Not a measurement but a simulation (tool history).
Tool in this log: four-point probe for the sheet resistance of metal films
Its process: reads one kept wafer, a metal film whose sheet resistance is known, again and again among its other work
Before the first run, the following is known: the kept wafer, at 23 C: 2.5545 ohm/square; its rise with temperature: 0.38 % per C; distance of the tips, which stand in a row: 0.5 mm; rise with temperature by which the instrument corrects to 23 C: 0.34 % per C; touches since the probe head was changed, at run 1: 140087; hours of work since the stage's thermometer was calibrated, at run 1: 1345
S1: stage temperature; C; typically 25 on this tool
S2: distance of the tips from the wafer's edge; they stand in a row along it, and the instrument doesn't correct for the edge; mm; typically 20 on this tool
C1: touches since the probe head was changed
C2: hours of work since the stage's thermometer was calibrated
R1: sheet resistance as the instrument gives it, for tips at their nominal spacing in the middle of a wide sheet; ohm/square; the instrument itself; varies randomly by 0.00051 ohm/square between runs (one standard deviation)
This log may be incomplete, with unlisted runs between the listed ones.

Run 1, day 0: usual settings; C1 140087; C2 1345. Result: R1 2.592918 ohm/square.
Run 2, day 3.346: usual settings; C1 144450; C2 1406. Result: R1 2.593372 ohm/square.
Run 3, day 5.442: usual settings; C1 147186; C2 1445. Result: R1 2.593994 ohm/square.
At day 5.833: new probe head fitted.
Run 4, day 9.788: usual settings; C1 5156; C2 1523. Result: R1 2.529988 ohm/square.
Run 5, day 13.388: usual settings; C1 9850; C2 1589. Result: R1 2.531471 ohm/square.
Run 6, day 17.092: usual settings but S2 3 mm; C1 14685; C2 1657. Result: R1 2.568418 ohm/square.
Run 7, day 20.442: usual settings but S2 3 mm; C1 19052; C2 1718. Result: R1 2.569823 ohm/square.
Run 8, day 22.708: usual settings but S1 19 C; C1 22007; C2 1760. Result: R1 2.52728 ohm/square.
Run 9, day 25.438: usual settings; C1 25572; C2 1810. Result: R1 2.535221 ohm/square.
Run 10, day 29.712: usual settings; C1 31145; C2 1888. Result: R1 2.536625 ohm/square.
Run 11, day 33.417: usual settings but S1 27 C; C1 35977; C2 1956. Result: R1 2.539189 ohm/square.
Run 12, day 35.3: usual settings but S2 18 mm; C1 38438; C2 1990. Result: R1 2.537647 ohm/square.
Run 13, day 37.188: usual settings; C1 40899; C2 2025. Result: R1 2.538864 ohm/square.
Run 14, day 39.05: usual settings but S2 19 mm; C1 43326; C2 2059. Result: R1 2.538851 ohm/square.
Run 15, day 42.533: usual settings but S2 19 mm; C1 47874; C2 2123. Result: R1 2.539166 ohm/square.
Run 16, day 45.55: usual settings but S1 23 C; C1 51804; C2 2178. Result: R1 2.538334 ohm/square.
Run 17, day 48.367: usual settings but S1 23 C; C1 55482; C2 2229. Result: R1 2.539329 ohm/square.
At day 48.662: stage's thermometer calibrated.
Run 18, day 52.192: usual settings but S1 26 C; C1 60441; C2 65. Result: R1 2.541898 ohm/square.
Run 19, day 55.242: usual settings; C1 64423; C2 120. Result: R1 2.54167 ohm/square.
Run 20, day 59.421: usual settings but S1 22 C; C1 69872; C2 197. Result: R1 2.538308 ohm/square.
Run 21, day 62.862: usual settings but S1 22 C; C1 74363; C2 260. Result: R1 2.540562 ohm/square.
At day 64.717: stage's thermometer calibrated, once more.
Run 22, day 65.092: usual settings but S1 22 C; C1 77241; C2 7. Result: R1 2.550012 ohm/square.
Run 23, day 68.542: usual settings but S1 22 C; C1 81743; C2 70. Result: R1 2.550462 ohm/square.
Run 24, day 72.429: usual settings but S1 28 C, S2 35 mm; C1 86815; C2 141. Result: R1 2.557069 ohm/square.
Run 25, day 76.025: usual settings but S1 22 C, S2 18 mm; C1 91504; C2 207. Result: R1 2.552974 ohm/square.
Run 26, day 79.908: usual settings but S1 22 C, S2 18 mm; C1 96571; C2 278. Result: R1 2.553711 ohm/square.
Run 27, day 82.588: usual settings but S1 20 C, S2 31 mm; C1 100069; C2 327. Result: R1 2.550906 ohm/square.
Run 28, day 86.696: usual settings but S2 4 mm; C1 105428; C2 402. Result: R1 2.580137 ohm/square.
Run 29, day 90.279: usual settings but S2 4 mm; C1 110098; C2 468. Result: R1 2.578636 ohm/square.
Run 30, day 94.558: usual settings but S2 4 mm; C1 115683; C2 546. Result: R1 2.582021 ohm/square.
Run 31, day 97.504: usual settings but S1 19 C, S2 14 mm; C1 119522; C2 600. Result: R1 2.556327 ohm/square.
Run 32, day 99.654: usual settings but S1 19 C, S2 14 mm; C1 122328; C2 639. Result: R1 2.557407 ohm/square.
Run 33, day 103.208: usual settings but S1 19 C, S2 37 mm; C1 126967; C2 704. Result: R1 2.555746 ohm/square.
Run 34, day 105.012: usual settings but S2 37 mm; C1 129316; C2 737. Result: R1 2.563844 ohm/square.
Run 35, day 107.625: usual settings but S1 18 C, S2 16 mm; C1 132728; C2 785. Result: R1 2.557108 ohm/square.
Run 36, day 109.438: usual settings but S1 23 C, S2 16 mm; C1 135092; C2 818. Result: R1 2.56438 ohm/square.
Run 37, day 112.267: usual settings but S1 23 C, S2 16 mm; C1 138781; C2 870. Result: R1 2.564502 ohm/square.
Run 38, day 116.579: usual settings but S2 21 mm; C1 144407; C2 949. Result: R1 2.568044 ohm/square.
At day 119.129: new probe head fitted.
Run 39, day 119.454: usual settings but S1 19 C, S2 36 mm; C1 422; C2 1001. Result: R1 2.550433 ohm/square.
Run 40, day 123.004: usual settings but S1 18 C, S2 3 mm; C1 5051; C2 1066. Result: R1 2.588049 ohm/square.
Run 41, day 125.592: usual settings but S1 19 C, S2 8 mm; C1 8429; C2 1113. Result: R1 2.557286 ohm/square.
Run 42, day 129.488: usual settings but S1 19 C, S2 31 mm; C1 13509; C2 1184. Result: R1 2.552261 ohm/square.
Run 43, day 132.479: usual settings but S1 19 C, S2 31 mm; C1 17414; C2 1239. Result: R1 2.553573 ohm/square.
Run 44, day 135.975: usual settings but S1 19 C, S2 31 mm; C1 21972; C2 1303. Result: R1 2.555546 ohm/square.
Run 45, day 138.1: usual settings but S1 19 C, S2 31 mm; C1 24747; C2 1342. Result: R1 2.554832 ohm/square.

Branching from run 45: 3 alternative next runs. What would each branch give?
Run A, day 140.508: usual settings but S1 21 C, S2 8 mm; C1 27886; C2 1386. Result: R1 ?.
Run B, day 140.508: usual settings but S2 3 mm; C1 27886; C2 1386. Result: R1 ?.
Run C, day 140.508: usual settings but S1 28 C, S2 4 mm; C1 27886; C2 1386. Result: R1 ?.

run        R1
  A  2.562731
  B  2.599339
  C  2.586181
Without the tool's hidden state the same runs would have given:
run        R1
  A  2.557169
  B   2.59365
  C  2.580474
